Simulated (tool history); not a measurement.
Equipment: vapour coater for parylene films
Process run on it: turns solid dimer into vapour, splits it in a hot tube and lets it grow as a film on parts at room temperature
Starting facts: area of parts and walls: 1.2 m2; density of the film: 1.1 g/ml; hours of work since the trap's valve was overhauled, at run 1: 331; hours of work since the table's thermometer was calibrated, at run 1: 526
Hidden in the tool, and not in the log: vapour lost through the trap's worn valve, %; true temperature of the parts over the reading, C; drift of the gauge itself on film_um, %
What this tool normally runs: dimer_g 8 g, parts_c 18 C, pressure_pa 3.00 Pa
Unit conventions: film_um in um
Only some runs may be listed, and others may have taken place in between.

| run | day | dimer_g | parts_c | pressure_pa | hours of work since the trap's valve was overhauled | hours of work since the table's thermometer was calibrated | film_um |
|---|---|---|---|---|---|---|---|
| 1 | 0.000 | 8 | 18 | 3.00 | 331 | 526 | 4.49 |
| 2 | 0.675 | 8 | 18 | 6.32 | 345 | 540 | 4.07 |
| 3 | 1.312 | 8 | 18 | 6.32 | 358 | 553 | 4.02 |
| 4 | 1.825 | 8 | 18 | 6.32 | 369 | 564 | 4.00 |
| 5 | 2.379 | 8 | 18 | 6.32 | 380 | 575 | 4.00 |
| 6 | 2.696 | 8 | 18 | 6.32 | 387 | 582 | 4.10 |
| 7 | 3.271 | 8 | 18 | 2.13 | 399 | 594 | 4.57 |
| 8 | 3.738 | 8 | 18 | 2.13 | 408 | 603 | 4.60 |
| 9 | 4.242 | 12 | 15 | 2.13 | 418 | 614 | 7.32 |
| 10 | 4.904 | 5 | 17 | 5.67 | 432 | 627 | 2.53 |
| 11 | 5.225 | 5 | 13 | 5.00 | 439 | 634 | 2.81 |
| 12 | 5.642 | 5 | 13 | 5.00 | 447 | 642 | 2.82 |

Each row is a separate what-if for the run after 12, all from the same tool condition, not one after another. Results?
| A | 6.058 | 3 | 13 | 5.00 | 456 | 651 | ? |
| B | 6.058 | 6 | 18 | 3.00 | 456 | 651 | ? |
| C | 6.058 | 8 | 18 | 10.74 | 456 | 651 | ? |
| D | 6.058 | 5 | 13 | 2.83 | 456 | 651 | ? |

| run | film_um |
|---|---|
| A | 1.70 |
| B | 3.21 |
| C | 3.62 |
| D | 3.01 |
With no hidden state in the tool, these same runs would have given:
| run | film_um |
|---|---|
| A | 1.90 |
| B | 3.59 |
| C | 4.05 |
| D | 3.36 |
